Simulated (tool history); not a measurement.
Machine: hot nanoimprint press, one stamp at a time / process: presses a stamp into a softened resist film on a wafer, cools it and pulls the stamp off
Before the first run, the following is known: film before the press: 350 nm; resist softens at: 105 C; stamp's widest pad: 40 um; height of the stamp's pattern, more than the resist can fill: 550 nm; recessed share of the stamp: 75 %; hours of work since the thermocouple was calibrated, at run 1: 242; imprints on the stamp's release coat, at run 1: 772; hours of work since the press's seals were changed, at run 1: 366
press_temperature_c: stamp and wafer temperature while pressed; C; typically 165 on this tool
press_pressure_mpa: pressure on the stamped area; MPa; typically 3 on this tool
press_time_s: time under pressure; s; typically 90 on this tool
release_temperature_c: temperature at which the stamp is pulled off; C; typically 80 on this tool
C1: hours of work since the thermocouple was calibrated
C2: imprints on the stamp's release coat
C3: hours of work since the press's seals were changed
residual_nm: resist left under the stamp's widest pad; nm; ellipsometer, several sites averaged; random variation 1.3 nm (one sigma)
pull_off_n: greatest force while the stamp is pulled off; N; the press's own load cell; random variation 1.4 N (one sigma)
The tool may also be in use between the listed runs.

run 1 hour=0 | press_temperature_c=165 press_pressure_mpa=3 press_time_s=90 release_temperature_c=80 | C1=242 C2=772 C3=366 | residual_nm=205.9 pull_off_n=125
run 2 hour=10.9 | press_temperature_c=165 press_pressure_mpa=3 press_time_s=90 release_temperature_c=80 | C1=249 C2=823 C3=373 | residual_nm=205.5 pull_off_n=125
run 3 hour=18.8 | press_temperature_c=165 press_pressure_mpa=3 press_time_s=90 release_temperature_c=80 | C1=254 C2=860 C3=378 | residual_nm=205.3 pull_off_n=125
run 4 hour=31.7 | press_temperature_c=165 press_pressure_mpa=3 press_time_s=90 release_temperature_c=80 | C1=263 C2=921 C3=387 | residual_nm=205.3 pull_off_n=127
run 5 hour=42.3 | press_temperature_c=165 press_pressure_mpa=3 press_time_s=90 release_temperature_c=80 | C1=269 C2=971 C3=393 | residual_nm=205.4 pull_off_n=128
-- hour=50.9 stamp cleaned and given a new release coat
-- hour=63.9 plate thermocouple calibrated
run 6 hour=64.1 | press_temperature_c=165 press_pressure_mpa=3 press_time_s=90 release_temperature_c=80 | C1=0 C2=48 C3=402 | residual_nm=199.4 pull_off_n=114
run 7 hour=71.5 | press_temperature_c=165 press_pressure_mpa=3 press_time_s=90 release_temperature_c=80 | C1=5 C2=83 C3=406 | residual_nm=200.1 pull_off_n=115
run 8 hour=85.4 | press_temperature_c=165 press_pressure_mpa=3 press_time_s=90 release_temperature_c=80 | C1=14 C2=148 C3=415 | residual_nm=200.9 pull_off_n=118
run 9 hour=93.5 | press_temperature_c=165 press_pressure_mpa=3 press_time_s=90 release_temperature_c=80 | C1=19 C2=186 C3=420 | residual_nm=196.3 pull_off_n=118
run 10 hour=105.8 | press_temperature_c=176 press_pressure_mpa=3 press_time_s=90 release_temperature_c=80 | C1=27 C2=244 C3=428 | residual_nm=122.9 pull_off_n=118
run 11 hour=122.1 | press_temperature_c=176 press_pressure_mpa=3 press_time_s=90 release_temperature_c=80 | C1=37 C2=320 C3=439 | residual_nm=124.2 pull_off_n=117
run 12 hour=136.5 | press_temperature_c=176 press_pressure_mpa=4.65 press_time_s=90 release_temperature_c=80 | C1=47 C2=388 C3=448 | residual_nm=100.5 pull_off_n=120
run 13 hour=152.3 | press_temperature_c=165 press_pressure_mpa=3 press_time_s=90 release_temperature_c=80 | C1=57 C2=462 C3=458 | residual_nm=202.8 pull_off_n=121
run 14 hour=166.9 | press_temperature_c=165 press_pressure_mpa=3 press_time_s=90 release_temperature_c=80 | C1=66 C2=531 C3=468 | residual_nm=200.8 pull_off_n=120
run 15 hour=179.9 | press_temperature_c=165 press_pressure_mpa=3 press_time_s=90 release_temperature_c=80 | C1=75 C2=592 C3=476 | residual_nm=200.2 pull_off_n=120
run 16 hour=191.2 | press_temperature_c=165 press_pressure_mpa=1.94 press_time_s=90 release_temperature_c=82 | C1=82 C2=645 C3=483 | residual_nm=231.1 pull_off_n=120
run 17 hour=207 | press_temperature_c=165 press_pressure_mpa=1.94 press_time_s=90 release_temperature_c=82 | C1=92 C2=719 C3=493 | residual_nm=231.4 pull_off_n=121
run 18 hour=218.5 | press_temperature_c=163 press_pressure_mpa=4.52 press_time_s=97 release_temperature_c=85 | C1=99 C2=773 C3=501 | residual_nm=188 pull_off_n=116
run 19 hour=233.9 | press_temperature_c=163 press_pressure_mpa=4.52 press_time_s=97 release_temperature_c=85 | C1=109 C2=846 C3=511 | residual_nm=189 pull_off_n=118
run 20 hour=247.9 | press_temperature_c=173 press_pressure_mpa=2.01 press_time_s=56 release_temperature_c=77 | C1=118 C2=912 C3=520 | residual_nm=199.2 pull_off_n=131
run 21 hour=261 | press_temperature_c=173 press_pressure_mpa=2.01 press_time_s=56 release_temperature_c=77 | C1=127 C2=973 C3=528 | residual_nm=200.6 pull_off_n=130
-- hour=269.4 stamp cleaned and given a new release coat
run 22 hour=277.7 | press_temperature_c=168 press_pressure_mpa=2.01 press_time_s=56 release_temperature_c=77 | C1=134 C2=39 C3=535 | residual_nm=237.3 pull_off_n=118
run 23 hour=288.9 | press_temperature_c=165 press_pressure_mpa=3.41 press_time_s=86 release_temperature_c=80 | C1=141 C2=92 C3=542 | residual_nm=200.2 pull_off_n=117
run 24 hour=304.8 | press_temperature_c=157 press_pressure_mpa=3.25 press_time_s=92 release_temperature_c=77 | C1=151 C2=166 C3=552 | residual_nm=264.7 pull_off_n=120
run 25 hour=318.5 | press_temperature_c=165 press_pressure_mpa=3 press_time_s=53 release_temperature_c=66 | C1=160 C2=231 C3=561 | residual_nm=239.9 pull_off_n=134
run 26 hour=333.3 | press_temperature_c=174 press_pressure_mpa=3 press_time_s=90 release_temperature_c=85 | C1=169 C2=300 C3=571 | residual_nm=139.3 pull_off_n=114
run 27 hour=342.7 | press_temperature_c=174 press_pressure_mpa=3 press_time_s=90 release_temperature_c=85 | C1=175 C2=344 C3=577 | residual_nm=139 pull_off_n=116
run 28 hour=354.5 | press_temperature_c=174 press_pressure_mpa=3 press_time_s=90 release_temperature_c=85 | C1=183 C2=400 C3=584 | residual_nm=139.7 pull_off_n=115
run 29 hour=368.9 | press_temperature_c=174 press_pressure_mpa=3 press_time_s=90 release_temperature_c=85 | C1=192 C2=467 C3=593 | residual_nm=138.8 pull_off_n=113

Predict each of these 4 candidate next runs independently; none follows another, all start after run 29:
run A hour=378.2 | press_temperature_c=174 press_pressure_mpa=3 press_time_s=90 release_temperature_c=80 | C1=198 C2=511 C3=599 | residual_nm=? pull_off_n=?
run B hour=378.2 | press_temperature_c=159 press_pressure_mpa=3 press_time_s=90 release_temperature_c=85 | C1=198 C2=511 C3=599 | residual_nm=? pull_off_n=?
run C hour=378.2 | press_temperature_c=171 press_pressure_mpa=2.2 press_time_s=89 release_temperature_c=85 | C1=198 C2=511 C3=599 | residual_nm=? pull_off_n=?
run D hour=378.2 | press_temperature_c=165 press_pressure_mpa=3.15 press_time_s=51 release_temperature_c=79 | C1=198 C2=511 C3=599 | residual_nm=? pull_off_n=?

run=A residual_nm=139.6 pull_off_n=122
run=B residual_nm=256.9 pull_off_n=116
run=C residual_nm=181.2 pull_off_n=116
run=D residual_nm=238.9 pull_off_n=125
With no hidden state in the tool, these same runs would have given:
run=A residual_nm=129.8 pull_off_n=114
run=B residual_nm=244.5 pull_off_n=108
run=C residual_nm=170.5 pull_off_n=109
run=D residual_nm=226.5 pull_off_n=117

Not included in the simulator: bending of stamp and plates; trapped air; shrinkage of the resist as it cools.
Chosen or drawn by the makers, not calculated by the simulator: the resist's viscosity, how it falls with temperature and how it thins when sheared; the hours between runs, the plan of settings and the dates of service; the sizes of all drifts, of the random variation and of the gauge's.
